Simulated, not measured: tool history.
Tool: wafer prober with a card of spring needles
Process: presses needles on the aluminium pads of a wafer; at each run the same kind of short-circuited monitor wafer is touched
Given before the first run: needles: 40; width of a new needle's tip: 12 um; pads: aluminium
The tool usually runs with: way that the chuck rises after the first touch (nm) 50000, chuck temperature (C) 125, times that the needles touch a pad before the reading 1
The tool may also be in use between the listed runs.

run,day,way that the chuck rises after the first touch (nm),chuck temperature (C),times that the needles touch a pad before the reading,resistance of one needle with its contact and lead (mohm),way that a needle slides on the pad (nm)
1,0,50000,125,1,360,8120
# day 0.146: tips cleaned on abrasive film
# day 0.683: tips cleaned on abrasive film
2,0.738,50000,125,1,214,8170
# day 1.212: tips cleaned on abrasive film
# day 1.712: tips cleaned on abrasive film
3,1.712,50000,125,1,149,8160
# day 2.254: tips cleaned on abrasive film
# day 2.808: tips cleaned on abrasive film
4,2.808,50000,125,1,148,8080
# day 3.367: tips cleaned on abrasive film
# day 3.896: tips cleaned on abrasive film
# day 3.908: height of the first contact set anew
5,3.938,50000,102,1,189,8390
# day 4.45: tips cleaned on abrasive film
# day 5.004: tips cleaned on abrasive film
6,5.062,50000,102,1,205,8520
# day 5.558: tips cleaned on abrasive film
# day 6.05: tips cleaned on abrasive film
# day 6.6: tips cleaned on abrasive film
7,6.6,50000,102,1,147,8440
# day 7.1: tips cleaned on abrasive film
# day 7.633: tips cleaned on abrasive film
8,7.633,50000,102,1,150,8330
# day 8.121: tips cleaned on abrasive film
9,8.425,50000,125,1,349,8370
# day 8.617: tips cleaned on abrasive film
# day 9.112: tips cleaned on abrasive film
# day 9.617: tips cleaned on abrasive film
10,9.825,50000,125,1,325,8360
# day 10.108: tips cleaned on abrasive film
# day 10.646: tips cleaned on abrasive film
11,10.646,32000,125,1,175,5290
# day 11.171: tips cleaned on abrasive film
# day 11.692: tips cleaned on abrasive film
12,11.75,32000,125,1,368,5190
# day 12.217: tips cleaned on abrasive film
13,12.412,32000,125,1,589,5230
# day 12.775: tips cleaned on abrasive film
# day 13.333: tips cleaned on abrasive film
# day 13.842: tips cleaned on abrasive film
14,13.879,32000,125,1,342,5190
# day 14.404: tips cleaned on abrasive film
# day 14.958: tips cleaned on abrasive film
15,15.162,50000,87,1,334,8230
# day 15.446: tips cleaned on abrasive film
# day 15.954: tips cleaned on abrasive film
16,15.954,36000,107,1,163,5840
# day 16.454: tips cleaned on abrasive film
# day 16.967: tips cleaned on abrasive film
17,17.008,36000,107,1,271,5750
# day 17.496: tips cleaned on abrasive film
18,17.671,54000,55,1,302,8860
# day 18.075: tips cleaned on abrasive film
# day 18.592: tips cleaned on abrasive film
19,18.871,54000,55,1,338,8830
# day 19.138: tips cleaned on abrasive film
# day 19.679: tips cleaned on abrasive film
20,20.046,31000,63,1,812,4920
# day 20.171: tips cleaned on abrasive film
# day 20.712: tips cleaned on abrasive film
21,21.121,37000,27,2,431,5930
# day 21.242: tips cleaned on abrasive film
# day 21.767: tips cleaned on abrasive film
22,21.767,34000,55,2,154,5360
# day 22.25: tips cleaned on abrasive film
# day 22.383: height of the first contact set anew
# day 22.829: tips cleaned on abrasive film
23,23.246,47000,125,1,411,7920
# day 23.329: tips cleaned on abrasive film
# day 23.875: tips cleaned on abrasive film
# day 24.417: tips cleaned on abrasive film
24,24.504,47000,31,2,211,7950
# day 24.958: tips cleaned on abrasive film
25,25.238,50000,102,1,374,8430
# day 25.538: tips cleaned on abrasive film
# day 26.046: tips cleaned on abrasive film
26,26.296,50000,102,1,344,8390
# day 26.604: tips cleaned on abrasive film
# day 27.183: tips cleaned on abrasive film
# day 27.717: tips cleaned on abrasive film
27,27.788,50000,125,3,175,8260
# day 28.25: tips cleaned on abrasive film
# day 28.75: tips cleaned on abrasive film
28,28.917,50000,125,3,199,8330
# day 29.279: tips cleaned on abrasive film
29,29.642,50000,125,1,389,8280

5 ways to go on from here, each from the tool as it stands after run 29. What would each give?
# day 29.862: tips cleaned on abrasive film
# day 30.375: tips cleaned on abrasive film
A,30.608,50000,125,1,?,?
# day 29.862: tips cleaned on abrasive film
# day 30.375: tips cleaned on abrasive film
B,30.608,31000,125,2,?,?
# day 29.862: tips cleaned on abrasive film
# day 30.375: tips cleaned on abrasive film
C,30.608,70000,97,2,?,?
# day 29.862: tips cleaned on abrasive film
# day 30.375: tips cleaned on abrasive film
D,30.608,50000,125,1,?,?
# day 29.862: tips cleaned on abrasive film
# day 30.375: tips cleaned on abrasive film
E,30.608,70000,125,1,?,?

run,resistance of one needle with its contact and lead (mohm),way that a needle slides on the pad (nm)
A,357,8280
B,471,5110
C,199,11590
D,359,8320
E,253,11700
With the hidden condition removed and each run's random variation left untouched, the same runs would have given:
run,resistance of one needle with its contact and lead (mohm),way that a needle slides on the pad (nm)
A,123,8440
B,134,5260
C,115,11740
D,123,8470
E,120,11860
